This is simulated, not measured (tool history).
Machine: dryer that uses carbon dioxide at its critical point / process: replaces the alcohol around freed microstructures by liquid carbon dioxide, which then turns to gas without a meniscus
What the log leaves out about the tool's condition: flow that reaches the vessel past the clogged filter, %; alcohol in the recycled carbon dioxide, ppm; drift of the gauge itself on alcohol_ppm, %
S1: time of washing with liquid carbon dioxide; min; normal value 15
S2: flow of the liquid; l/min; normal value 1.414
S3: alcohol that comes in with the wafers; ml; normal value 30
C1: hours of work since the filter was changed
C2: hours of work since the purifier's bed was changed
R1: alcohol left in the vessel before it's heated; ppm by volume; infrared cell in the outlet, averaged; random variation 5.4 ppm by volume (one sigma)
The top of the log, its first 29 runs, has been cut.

run	hour	S1	S2	S3	C1	C2	R1
30	279.5	19	1.260	55	252	516	394
31	286.6	19	1.260	55	256	521	395
32	296.6	14	1.300	96	263	527	1311
33	304.8	13	1.220	96	268	532	1961
34	312.1	12	1.790	96	273	537	796
35	320.9	20	1.090	66	278	543	634
# hour 329.0: inlet filter changed
36	329.2	16	2.310	81	0	547	142
37	341.7	15	1.360	74	8	555	485
38	352.4	15	1.360	74	15	562	513
39	358.0	15	1.360	74	18	565	513
40	367.4	15	1.360	74	24	571	515
41	375.8	19	1.414	59	30	577	218
42	383.9	19	2.220	59	35	582	139
43	390.4	19	2.220	59	39	586	143
44	401.8	19	1.890	59	46	593	154
45	410.7	14	0.960	56	52	599	1334
46	417.7	20	1.414	73	56	603	228
47	424.8	11	2.210	74	61	608	322

Each row is a separate what-if for the run after 47, all from the same tool condition, not one after another. Results?
A	437.7	12	1.290	100	69	616	?
B	437.7	14	2.180	30	69	616	?
C	437.7	11	0.910	28	69	616	?
D	437.7	21	1.820	21	69	616	?

run	R1
A	1573
B	154
C	1291
D	137
The same runs, with their run-to-run variation unchanged, on a tool lacking any hidden condition would have given:
run	R1
A	1268
B	14
C	1067
D	0
